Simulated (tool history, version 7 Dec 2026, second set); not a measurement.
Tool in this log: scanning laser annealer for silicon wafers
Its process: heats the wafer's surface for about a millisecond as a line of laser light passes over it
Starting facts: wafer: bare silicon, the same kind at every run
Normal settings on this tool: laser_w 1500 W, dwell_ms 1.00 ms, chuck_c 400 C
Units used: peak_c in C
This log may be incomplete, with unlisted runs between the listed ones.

| run | hour | laser_w | dwell_ms | chuck_c | peak_c |
|---|---|---|---|---|---|
| 1 | 0.0 | 1500 | 1.00 | 400 | 1156 |
| 2 | 19.1 | 1500 | 1.00 | 400 | 1154 |
| 3 | 55.0 | 1500 | 1.00 | 400 | 1155 |
| 4 | 86.8 | 1500 | 1.00 | 400 | 1154 |
| 5 | 122.9 | 1500 | 1.00 | 400 | 1151 |
| 6 | 158.2 | 1500 | 0.90 | 400 | 1119 |
| 7 | 173.9 | 1500 | 1.00 | 400 | 1155 |
| 8 | 202.0 | 1500 | 1.00 | 400 | 1155 |
| 9 | 235.2 | 1500 | 1.00 | 400 | 1152 |
| 10 | 267.3 | 1500 | 0.75 | 400 | 1062 |
| 11 | 293.0 | 1500 | 0.75 | 400 | 1062 |
| 12 | 322.6 | 1500 | 0.75 | 400 | 1064 |
| 13 | 349.2 | 1500 | 1.00 | 380 | 1137 |
| 14 | 376.2 | 1500 | 1.00 | 380 | 1135 |
| 15 | 395.4 | 1500 | 1.00 | 400 | 1156 |
| 16 | 428.7 | 1500 | 1.00 | 432 | 1190 |
| 17 | 463.3 | 1452 | 1.00 | 400 | 1125 |
| 18 | 487.7 | 1452 | 1.00 | 400 | 1128 |
| 19 | 514.4 | 1432 | 0.95 | 400 | 1098 |
| 20 | 541.2 | 1432 | 0.71 | 420 | 1031 |
| 21 | 572.9 | 1282 | 0.81 | 392 | 960 |
| 22 | 593.6 | 1282 | 0.81 | 392 | 963 |
| 23 | 616.2 | 1400 | 1.10 | 422 | 1149 |
| 24 | 634.0 | 1400 | 1.10 | 422 | 1147 |
| 25 | 651.0 | 1400 | 1.10 | 422 | 1147 |
| 26 | 683.1 | 1418 | 0.71 | 400 | 1001 |
| 27 | 701.6 | 1500 | 0.89 | 385 | 1100 |
| 28 | 716.5 | 1378 | 0.79 | 397 | 1013 |
| 29 | 746.0 | 1467 | 1.14 | 376 | 1155 |
| 30 | 778.3 | 1467 | 1.14 | 376 | 1154 |
| 31 | 801.7 | 1467 | 0.92 | 416 | 1120 |
| 32 | 816.7 | 1598 | 0.78 | 409 | 1136 |
| 33 | 850.2 | 1612 | 0.78 | 435 | 1169 |
| 34 | 868.2 | 1612 | 0.78 | 435 | 1172 |

Removed from this log: 2 entries logged between the listed runs. Between which two listed runs does each belong, and how does the tool's hidden state at the listed run before it compare with that at the listed run after it?
From run 13 to run 14: window over the wafer cleaned (hour 357.9)
  light that passes the window, % of a clean one's: 99.97 -> 100
From run 25 to run 26: optics aligned, line set to its width (hour 667.3)
  width of the line over the set one, %: 0.04 -> 0
